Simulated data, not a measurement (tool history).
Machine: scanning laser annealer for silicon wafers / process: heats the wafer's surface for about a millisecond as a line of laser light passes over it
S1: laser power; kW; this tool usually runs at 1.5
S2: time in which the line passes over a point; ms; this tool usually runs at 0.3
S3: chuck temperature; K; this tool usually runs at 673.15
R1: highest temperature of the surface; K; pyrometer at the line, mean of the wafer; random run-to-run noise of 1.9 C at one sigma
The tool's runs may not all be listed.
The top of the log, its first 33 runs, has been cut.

{"run": 34, "hour": 408.5, "S1": 1.467, "S2": 0.226, "S3": 673.15, "R1": 1261.15}
{"run": 35, "hour": 425.2, "S1": 1.467, "S2": 0.226, "S3": 673.15, "R1": 1262.15}
{"run": 36, "hour": 440.9, "S1": 1.5, "S2": 0.245, "S3": 663.15, "R1": 1285.15}
{"run": 37, "hour": 454.8, "S1": 1.5, "S2": 0.245, "S3": 663.15, "R1": 1287.15}
{"run": 38, "hour": 468.9, "S1": 1.619, "S2": 0.3, "S3": 687.15, "R1": 1424.15}
{"run": 39, "hour": 483.7, "S1": 1.335, "S2": 0.3, "S3": 673.15, "R1": 1296.15}
{"run": 40, "hour": 494.3, "S1": 1.456, "S2": 0.269, "S3": 648.15, "R1": 1280.15}
{"run": 41, "hour": 509.1, "S1": 1.593, "S2": 0.292, "S3": 648.15, "R1": 1367.15}

Predict each of these 4 candidate next runs independently; none follows another, all start after run 41:
{"run": "A", "hour": 516.1, "S1": 1.319, "S2": 0.287, "S3": 707.15, "R1": "?"}
{"run": "B", "hour": 516.1, "S1": 1.5, "S2": 0.266, "S3": 710.15, "R1": "?"}
{"run": "C", "hour": 516.1, "S1": 1.628, "S2": 0.3, "S3": 689.15, "R1": "?"}
{"run": "D", "hour": 516.1, "S1": 1.593, "S2": 0.232, "S3": 648.15, "R1": "?"}

run=A R1=1309.15
run=B R1=1358.15
run=C R1=1434.15
run=D R1=1286.15
Take away the tool's hidden state, keep each run's random variation, and the runs would have read:
run=A R1=1335.15
run=B R1=1386.15
run=C R1=1466.15
run=D R1=1314.15
